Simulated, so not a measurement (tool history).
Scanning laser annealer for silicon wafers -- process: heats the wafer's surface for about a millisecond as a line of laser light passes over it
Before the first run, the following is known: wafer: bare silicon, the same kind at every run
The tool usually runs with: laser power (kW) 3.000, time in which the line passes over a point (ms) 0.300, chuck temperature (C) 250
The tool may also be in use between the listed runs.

run   hour  laser power (kW)  time in which the line passes over a point (ms)  chuck temperature (C)  highest temperature of the surface (C)
  1    0.0             3.000                                            0.300                    250                                    1012
  2    8.8             3.018                                            0.300                    250                                    1014
  3   23.8             3.018                                            0.300                    250                                    1016
  4   39.6             3.018                                            0.300                    250                                    1010
  5   49.1             3.247                                            0.300                    250                                    1082
  6   58.8             2.712                                            0.300                    250                                     922
  7   71.1             2.712                                            0.300                    250                                     923
  8   85.0             2.712                                            0.300                    250                                     925
  9   94.5             3.000                                            0.300                    250                                    1006
 10  102.6             3.000                                            0.300                    250                                    1004
 11  113.8             3.000                                            0.300                    250                                    1005
 12  130.0             3.000                                            0.300                    250                                    1008
 13  138.3             3.000                                            0.300                    250                                    1003
 14  150.5             3.000                                            0.314                    250                                    1024
 15  168.4             3.000                                            0.314                    250                                    1022
 16  182.5             3.000                                            0.300                    250                                    1001
 17  192.1             3.000                                            0.300                    250                                    1005
 18  200.8             3.000                                            0.300                    258                                    1013
 19  211.9             3.000                                            0.259                    250                                     950
 20  221.7             3.000                                            0.259                    250                                     955
 21  229.7             3.000                                            0.259                    250                                     953
 22  251.0             3.000                                            0.259                    250                                     967
 23  269.9             3.000                                            0.259                    250                                     970
 24  282.0             3.000                                            0.221                    250                                     918
 25  295.3             3.000                                            0.221                    250                                     916
 26  304.7             3.000                                            0.300                    215                                     986
 27  322.9             2.904                                            0.289                    250                                     979
 28  341.9             2.904                                            0.289                    250                                     978
 29  350.7             2.836                                            0.332                    225                                     981
 30  359.1             2.597                                            0.247                    290                                     888
 31  373.5             3.177                                            0.301                    263                                    1086
 32  392.7             3.000                                            0.367                    232                                    1078
 33  407.8             3.000                                            0.367                    232                                    1076
 34  419.5             2.726                                            0.239                    250                                     869
 35  433.7             2.726                                            0.239                    250                                     866
 36  445.5             2.726                                            0.281                    217                                     885
 37  459.1             2.921                                            0.219                    250                                     892
 38  474.0             2.921                                            0.219                    250                                     891
 39  493.1             2.948                                            0.300                    210                                     957
 40  510.4             2.886                                            0.300                    212                                     942

Not shown: 1 entry that the log had between the listed runs. Between which runs, and how does the tool's hidden state differ before and after?
Between runs 21 and 22: window over the wafer cleaned (hour 247.4)
  light that passes the window, % of a clean one's: 97.38 -> 99.76; laser's true power over the reading, %: -0.29 -> -0.3; width of the line over the set one, %: 0.6 -> 0.62
  what was measured, less what the result would be without the hidden state, highest temperature of the surface (C): -27 -> -8

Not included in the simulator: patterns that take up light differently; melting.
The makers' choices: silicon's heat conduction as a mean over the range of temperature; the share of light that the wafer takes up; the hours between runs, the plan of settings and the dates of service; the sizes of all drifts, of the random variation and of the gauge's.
